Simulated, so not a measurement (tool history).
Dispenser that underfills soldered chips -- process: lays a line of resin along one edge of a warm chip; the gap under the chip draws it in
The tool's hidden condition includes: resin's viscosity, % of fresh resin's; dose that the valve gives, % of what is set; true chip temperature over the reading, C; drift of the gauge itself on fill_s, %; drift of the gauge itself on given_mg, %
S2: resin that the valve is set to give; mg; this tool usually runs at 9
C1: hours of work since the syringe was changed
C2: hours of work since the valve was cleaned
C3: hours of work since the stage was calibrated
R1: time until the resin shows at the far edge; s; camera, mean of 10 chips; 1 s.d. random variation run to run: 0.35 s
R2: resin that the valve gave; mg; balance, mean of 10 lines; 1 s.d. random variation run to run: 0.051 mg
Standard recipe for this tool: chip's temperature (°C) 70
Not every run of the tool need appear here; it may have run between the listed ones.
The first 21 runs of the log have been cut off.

Run 22, hour 78.1: usual settings but chip's temperature (°C) 71, S2 8.15 mg; C1 9; C2 27; C3 158. Result: R1 37.5 s, R2 8.02 mg.
At hour 80.4: new syringe of resin.
Run 23, hour 83.4: usual settings but chip's temperature (°C) 69, S2 11.34 mg; C1 2; C2 30; C3 161. Result: R1 21.2 s, R2 11.18 mg.
Run 24, hour 88: usual settings but chip's temperature (°C) 64, S2 9.35 mg; C1 5; C2 33; C3 164. Result: R1 35.2 s, R2 9.21 mg.
Run 25, hour 90.2: usual settings but chip's temperature (°C) 64, S2 9.35 mg; C1 6; C2 34; C3 165. Result: R1 40.5 s, R2 9.15 mg.
Run 26, hour 93.8: usual settings but chip's temperature (°C) 64, S2 9.35 mg; C1 9; C2 37; C3 168. Result: R1 49.5 s, R2 9.27 mg.
At hour 97: new syringe of resin.
Run 27, hour 97.3: usual settings but chip's temperature (°C) 64, S2 9.35 mg; C1 0; C2 39; C3 170. Result: R1 24.1 s, R2 9.23 mg.
Run 28, hour 101.7: usual settings but chip's temperature (°C) 71, S2 10.27 mg; C1 3; C2 42; C3 173. Result: R1 22 s, R2 10.03 mg.
Run 29, hour 106.3: usual settings but S2 10.67 mg; C1 6; C2 45; C3 176. Result: R1 29.9 s, R2 10.46 mg.
Run 30, hour 110.5: usual settings but chip's temperature (°C) 82; C1 9; C2 47; C3 178. Result: R1 22.7 s, R2 8.86 mg.
At hour 113.5: new syringe of resin.
Run 31, hour 113.5: usual settings but chip's temperature (°C) 68, S2 10.2 mg; C1 0; C2 49; C3 180. Result: R1 19.5 s, R2 10.09 mg.
Run 32, hour 116.3: usual settings but chip's temperature (°C) 68, S2 10.2 mg; C1 2; C2 51; C3 182. Result: R1 21.6 s, R2 9.94 mg.
Run 33, hour 118.9: usual settings but chip's temperature (°C) 77, S2 8.47 mg; C1 3; C2 53; C3 184. Result: R1 18 s, R2 8.31 mg.
Run 34, hour 122.1: usual settings but chip's temperature (°C) 66, S2 9.15 mg; C1 5; C2 55; C3 186. Result: R1 33.2 s, R2 8.92 mg.
Run 35, hour 126.8: usual settings but chip's temperature (°C) 67; C1 9; C2 58; C3 189. Result: R1 41.7 s, R2 8.79 mg.
At hour 130.2: new syringe of resin.
Run 36, hour 131.9: usual settings but chip's temperature (°C) 63, S2 8.66 mg; C1 1; C2 61; C3 192. Result: R1 25.9 s, R2 8.46 mg.

Here are 4 independent what-if runs from the current tool condition. What would each one return?
Run A, hour 134.2: usual settings but chip's temperature (°C) 81, S2 10.85 mg; C1 3; C2 62; C3 193. Result: R1 ?, R2 ?.
Run B, hour 134.2: usual settings but chip's temperature (°C) 66, S2 8.67 mg; C1 3; C2 62; C3 193. Result: R1 ?, R2 ?.
Run C, hour 134.2: usual settings but chip's temperature (°C) 55, S2 10.69 mg; C1 3; C2 62; C3 193. Result: R1 ?, R2 ?.
Run D, hour 134.2: usual settings but chip's temperature (°C) 74, S2 9.97 mg; C1 3; C2 62; C3 193. Result: R1 ?, R2 ?.

run    R1     R2
  A  14.1  10.46
  B  25.9    8.4
  C  41.1  10.43
  D  18.6   9.68
The same runs, with their run-to-run variation unchanged, on a tool lacking any hidden condition would have given:
run    R1     R2
  A  11.9  10.74
  B  21.9   8.63
  C    35   10.7
  D  15.8   9.94

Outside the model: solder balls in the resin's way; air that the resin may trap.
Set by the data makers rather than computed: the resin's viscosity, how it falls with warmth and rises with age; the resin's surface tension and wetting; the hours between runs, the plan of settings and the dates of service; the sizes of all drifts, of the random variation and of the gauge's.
